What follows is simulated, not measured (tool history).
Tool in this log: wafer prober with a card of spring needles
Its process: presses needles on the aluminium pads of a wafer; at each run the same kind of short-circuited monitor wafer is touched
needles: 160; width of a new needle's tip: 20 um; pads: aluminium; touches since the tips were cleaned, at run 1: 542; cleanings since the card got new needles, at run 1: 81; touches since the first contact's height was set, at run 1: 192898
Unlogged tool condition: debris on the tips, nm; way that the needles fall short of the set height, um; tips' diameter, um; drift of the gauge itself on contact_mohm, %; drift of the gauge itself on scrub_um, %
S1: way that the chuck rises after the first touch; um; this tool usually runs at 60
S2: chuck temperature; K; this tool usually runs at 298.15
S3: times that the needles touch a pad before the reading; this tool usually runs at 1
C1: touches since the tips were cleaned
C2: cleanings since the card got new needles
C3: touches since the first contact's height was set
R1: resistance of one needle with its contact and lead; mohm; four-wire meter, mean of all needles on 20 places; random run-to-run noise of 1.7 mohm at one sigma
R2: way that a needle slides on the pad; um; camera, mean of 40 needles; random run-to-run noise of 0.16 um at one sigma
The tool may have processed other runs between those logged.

| run | hour | S1 | S2 | S3 | C1 | C2 | C3 | R1 | R2 |
|---|---|---|---|---|---|---|---|---|---|
| 1 | 0.0 | 60 | 298.15 | 1 | 542 | 81 | 192898 | 223 | 14.41 |
|  | 3.3 | tips cleaned on abrasive film |
|  | 8.8 | tips cleaned on abrasive film |
|  | 14.3 | tips cleaned on abrasive film |
|  | 18.7 | tips cleaned on abrasive film |
|  | 24.2 | tips cleaned on abrasive film |
|  | 29.7 | tips cleaned on abrasive film |
|  | 34.2 | tips cleaned on abrasive film |
| 2 | 34.6 | 60 | 298.15 | 1 | 187 | 88 | 208488 | 212 | 13.71 |
|  | 39.0 | tips cleaned on abrasive film |
|  | 44.5 | tips cleaned on abrasive film |
|  | 48.9 | tips cleaned on abrasive film |
|  | 54.4 | tips cleaned on abrasive film |
|  | 59.9 | tips cleaned on abrasive film |
|  | 65.4 | tips cleaned on abrasive film |
|  | 70.9 | tips cleaned on abrasive film |
|  | 76.4 | tips cleaned on abrasive film |
| 3 | 77.6 | 60 | 298.15 | 1 | 545 | 96 | 227922 | 231 | 13.44 |
|  | 80.9 | tips cleaned on abrasive film |
|  | 86.4 | tips cleaned on abrasive film |
|  | 89.8 | tips cleaned on abrasive film, once more |
|  | 94.2 | tips cleaned on abrasive film |
|  | 99.7 | tips cleaned on abrasive film |
|  | 105.2 | tips cleaned on abrasive film |
|  | 110.7 | tips cleaned on abrasive film |
| 4 | 112.6 | 60 | 298.15 | 2 | 886 | 103 | 243725 | 232 | 13.24 |
|  | 116.0 | tips cleaned on abrasive film |
|  | 121.5 | tips cleaned on abrasive film |
|  | 123.9 | height of the first contact set anew |
|  | 127.3 | tips cleaned on abrasive film |
|  | 131.7 | tips cleaned on abrasive film |
|  | 137.2 | tips cleaned on abrasive film |
|  | 142.7 | tips cleaned on abrasive film |
| 5 | 146.9 | 44 | 298.15 | 1 | 1948 | 109 | 10398 | 370 | 11.81 |
|  | 148.1 | tips cleaned on abrasive film |
|  | 153.6 | tips cleaned on abrasive film |
|  | 159.1 | tips cleaned on abrasive film |
|  | 164.6 | tips cleaned on abrasive film |
|  | 170.1 | tips cleaned on abrasive film |
|  | 175.6 | tips cleaned on abrasive film |
|  | 180.0 | tips cleaned on abrasive film |
|  | 185.5 | tips cleaned on abrasive film |
| 6 | 186.1 | 60 | 333.15 | 1 | 267 | 117 | 28061 | 216 | 15.71 |
|  | 190.5 | tips cleaned on abrasive film |
|  | 194.9 | tips cleaned on abrasive film |
|  | 200.4 | tips cleaned on abrasive film |
|  | 205.9 | tips cleaned on abrasive film |
|  | 211.4 | tips cleaned on abrasive film |
|  | 215.8 | tips cleaned on abrasive film |
|  | 221.3 | tips cleaned on abrasive film |
| 7 | 223.1 | 60 | 333.15 | 1 | 795 | 124 | 44760 | 240 | 15.39 |
|  | 226.4 | tips cleaned on abrasive film |
|  | 231.9 | tips cleaned on abrasive film |
|  | 237.4 | tips cleaned on abrasive film |
|  | 242.9 | tips cleaned on abrasive film |
|  | 248.4 | tips cleaned on abrasive film |
|  | 252.8 | tips cleaned on abrasive film |
|  | 258.3 | tips cleaned on abrasive film |
|  | 263.5 | tips cleaned on abrasive film |
| 8 | 263.5 | 44 | 298.15 | 1 | 0 | 132 | 62998 | 197 | 11.17 |
|  | 267.9 | tips cleaned on abrasive film |
|  | 273.4 | tips cleaned on abrasive film |
|  | 277.8 | tips cleaned on abrasive film |
|  | 283.3 | tips cleaned on abrasive film |
|  | 287.7 | tips cleaned on abrasive film |
|  | 293.2 | tips cleaned on abrasive film |
| 9 | 295.8 | 44 | 298.15 | 1 | 1174 | 138 | 77593 | 345 | 10.82 |
|  | 298.0 | tips cleaned on abrasive film |
|  | 302.5 | tips cleaned on abrasive film |
|  | 308.0 | tips cleaned on abrasive film |
|  | 313.5 | tips cleaned on abrasive film |
|  | 319.0 | tips cleaned on abrasive film |
|  | 324.5 | tips cleaned on abrasive film |
|  | 330.0 | tips cleaned on abrasive film |
|  | 335.5 | tips cleaned on abrasive film |
| 10 | 336.8 | 44 | 298.15 | 1 | 623 | 146 | 96110 | 304 | 10.90 |
|  | 340.2 | tips cleaned on abrasive film |
|  | 345.7 | tips cleaned on abrasive film |
|  | 351.2 | tips cleaned on abrasive film |
|  | 355.6 | tips cleaned on abrasive film |
|  | 361.1 | tips cleaned on abrasive film |
|  | 365.5 | tips cleaned on abrasive film |
| 11 | 366.1 | 44 | 298.15 | 1 | 292 | 152 | 109329 | 257 | 10.86 |
|  | 370.5 | tips cleaned on abrasive film |
|  | 375.0 | tips cleaned on abrasive film |
|  | 380.5 | tips cleaned on abrasive film |
|  | 386.0 | tips cleaned on abrasive film |
| 12 | 386.4 | 44 | 298.15 | 1 | 193 | 156 | 118469 | 230 | 10.42 |
|  | 390.8 | tips cleaned on abrasive film |
|  | 396.3 | tips cleaned on abrasive film |
|  | 401.8 | tips cleaned on abrasive film |
|  | 407.3 | tips cleaned on abrasive film |
| 13 | 408.8 | 44 | 298.15 | 3 | 692 | 160 | 128606 | 226 | 10.37 |
|  | 412.1 | tips cleaned on abrasive film |
|  | 417.6 | tips cleaned on abrasive film |
|  | 423.1 | tips cleaned on abrasive film |
|  | 427.6 | tips cleaned on abrasive film |
| 14 | 429.0 | 60 | 303.15 | 2 | 661 | 164 | 137716 | 219 | 14.64 |
|  | 432.3 | tips cleaned on abrasive film |
|  | 437.8 | tips cleaned on abrasive film |
|  | 443.3 | tips cleaned on abrasive film |
|  | 448.8 | tips cleaned on abrasive film |
|  | 454.3 | tips cleaned on abrasive film |
|  | 459.8 | tips cleaned on abrasive film |
|  | 465.3 | tips cleaned on abrasive film |
| 15 | 467.3 | 55 | 303.15 | 2 | 920 | 171 | 155037 | 245 | 13.21 |
|  | 470.7 | tips cleaned on abrasive film |
|  | 476.2 | tips cleaned on abrasive film |
|  | 481.7 | tips cleaned on abrasive film |
|  | 486.5 | tips cleaned on abrasive film |
| 16 | 486.5 | 55 | 303.15 | 2 | 0 | 175 | 163696 | 191 | 13.02 |
|  | 492.0 | tips cleaned on abrasive film |
|  | 497.5 | tips cleaned on abrasive film |
|  | 503.0 | tips cleaned on abrasive film |
|  | 507.5 | tips cleaned on abrasive film |
|  | 513.0 | tips cleaned on abrasive film |
|  | 518.5 | tips cleaned on abrasive film |
| 17 | 519.7 | 55 | 303.15 | 2 | 569 | 181 | 178679 | 226 | 12.95 |
|  | 523.0 | tips cleaned on abrasive film |
|  | 527.5 | tips cleaned on abrasive film |
|  | 533.0 | tips cleaned on abrasive film |
|  | 538.5 | tips cleaned on abrasive film |
|  | 542.9 | tips cleaned on abrasive film |
|  | 548.4 | tips cleaned on abrasive film |
|  | 553.9 | tips cleaned on abrasive film |
|  | 558.8 | tips cleaned on abrasive film |
| 18 | 558.8 | 60 | 298.15 | 2 | 0 | 189 | 196316 | 189 | 14.28 |
|  | 564.3 | tips cleaned on abrasive film |
|  | 569.8 | tips cleaned on abrasive film |
|  | 575.3 | tips cleaned on abrasive film |
|  | 580.8 | tips cleaned on abrasive film |
|  | 592.8 | card fitted with new needles |
|  | 598.3 | tips cleaned on abrasive film |
| 19 | 598.4 | 63 | 352.15 | 1 | 46 | 1 | 2531 | 190 | 16.85 |
|  | 602.8 | tips cleaned on abrasive film |
|  | 608.3 | tips cleaned on abrasive film |
|  | 612.7 | tips cleaned on abrasive film |
|  | 618.2 | tips cleaned on abrasive film |
| 20 | 621.3 | 63 | 340.15 | 1 | 1397 | 5 | 12874 | 236 | 16.61 |
|  | 623.5 | tips cleaned on abrasive film |
|  | 629.0 | tips cleaned on abrasive film |
|  | 634.5 | tips cleaned on abrasive film |
|  | 640.0 | tips cleaned on abrasive film |
|  | 644.4 | tips cleaned on abrasive film |
|  | 649.9 | tips cleaned on abrasive film |
|  | 655.4 | tips cleaned on abrasive film |
|  | 660.9 | tips cleaned on abrasive film |
| 21 | 663.4 | 63 | 340.15 | 1 | 1132 | 13 | 31900 | 227 | 16.44 |
|  | 665.7 | tips cleaned on abrasive film |
|  | 671.2 | tips cleaned on abrasive film |
|  | 676.7 | tips cleaned on abrasive film |
|  | 682.2 | tips cleaned on abrasive film |
| 22 | 685.8 | 63 | 340.15 | 1 | 1675 | 17 | 42023 | 246 | 16.57 |

What would each run have given without the hidden state, its run-to-run variation left as it was?
| run | R1 | R2 |
|---|---|---|
| 1 | 170 | 16.02 |
| 2 | 174 | 15.86 |
| 3 | 174 | 15.75 |
| 4 | 174 | 15.65 |
| 5 | 175 | 11.87 |
| 6 | 180 | 15.93 |
| 7 | 180 | 15.75 |
| 8 | 180 | 11.69 |
| 9 | 180 | 11.46 |
| 10 | 177 | 11.70 |
| 11 | 176 | 11.78 |
| 12 | 180 | 11.41 |
| 13 | 175 | 11.43 |
| 14 | 170 | 15.80 |
| 15 | 175 | 14.51 |
| 16 | 174 | 14.39 |
| 17 | 175 | 14.45 |
| 18 | 173 | 15.97 |
| 19 | 182 | 16.87 |
| 20 | 180 | 16.70 |
| 21 | 178 | 16.69 |
| 22 | 180 | 16.91 |
